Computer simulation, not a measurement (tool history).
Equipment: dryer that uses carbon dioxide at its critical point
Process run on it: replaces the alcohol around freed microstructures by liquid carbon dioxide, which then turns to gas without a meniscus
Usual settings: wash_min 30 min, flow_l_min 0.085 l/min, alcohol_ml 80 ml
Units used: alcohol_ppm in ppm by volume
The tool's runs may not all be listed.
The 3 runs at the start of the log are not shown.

| run | hour | wash_min | flow_l_min | alcohol_ml | hours of work since the filter was changed | hours of work since the purifier's bed was changed | alcohol_ppm |
|---|---|---|---|---|---|---|---|
| 4 | 84.2 | 23 | 0.085 | 80 | 341 | 272 | 4806 |
| 5 | 104.6 | 23 | 0.085 | 80 | 355 | 286 | 4797 |
| 6 | 127.4 | 23 | 0.085 | 80 | 371 | 302 | 4885 |
| 7 | 157.8 | 23 | 0.085 | 80 | 392 | 323 | 5169 |
| 8 | 191.8 | 31 | 0.085 | 80 | 416 | 347 | 1606 |
| 9 | 229.8 | 30 | 0.085 | 80 | 442 | 373 | 1865 |
| 10 | 248.9 | 30 | 0.085 | 80 | 455 | 387 | 1988 |
| 11 | 268 | 30 | 0.085 | 80 | 469 | 400 | 1985 |
| 12 | 301.9 | 30 | 0.085 | 80 | 492 | 423 | 2070 |
| 13 | 341.4 | 27 | 0.085 | 80 | 520 | 451 | 3193 |
| 14 | 371.9 | 27 | 0.085 | 80 | 541 | 472 | 3299 |
| 15 | 395.2 | 37 | 0.085 | 80 | 557 | 488 | 925 |
|  | 399 | inlet filter changed |
| 16 | 428.9 | 37 | 0.085 | 80 | 21 | 511 | 551 |
| 17 | 458.1 | 42 | 0.085 | 80 | 41 | 531 | 381 |
| 18 | 479.1 | 30 | 0.085 | 80 | 56 | 546 | 1382 |
| 19 | 509.6 | 30 | 0.085 | 80 | 77 | 567 | 1459 |
| 20 | 533.7 | 30 | 0.0545 | 30 | 94 | 584 | 2851 |
|  | 546.7 | purifier's bed changed |
| 21 | 577.8 | 43 | 0.0978 | 33 | 122 | 22 | 39 |
| 22 | 596.1 | 30 | 0.0517 | 31 | 135 | 34 | 3219 |
| 23 | 620.4 | 30 | 0.0517 | 31 | 152 | 51 | 3275 |
| 24 | 653.6 | 28 | 0.085 | 42 | 175 | 74 | 1005 |
| 25 | 687.5 | 28 | 0.0828 | 86 | 198 | 98 | 2265 |
| 26 | 714.7 | 28 | 0.0828 | 86 | 217 | 117 | 2392 |
| 27 | 754.7 | 28 | 0.0828 | 86 | 245 | 145 | 2447 |
| 28 | 788.5 | 46 | 0.0547 | 23 | 269 | 168 | 531 |

Run 29, settings as shown, results not yet in. Your forecast:
| 29 | 807.2 | 37 | 0.0616 | 23 | 282 | 181 | ? |

{"run 29": {"alcohol_ppm": 814}}
Without the tool's hidden state the same run would have given alcohol_ppm 535 ppm by volume.
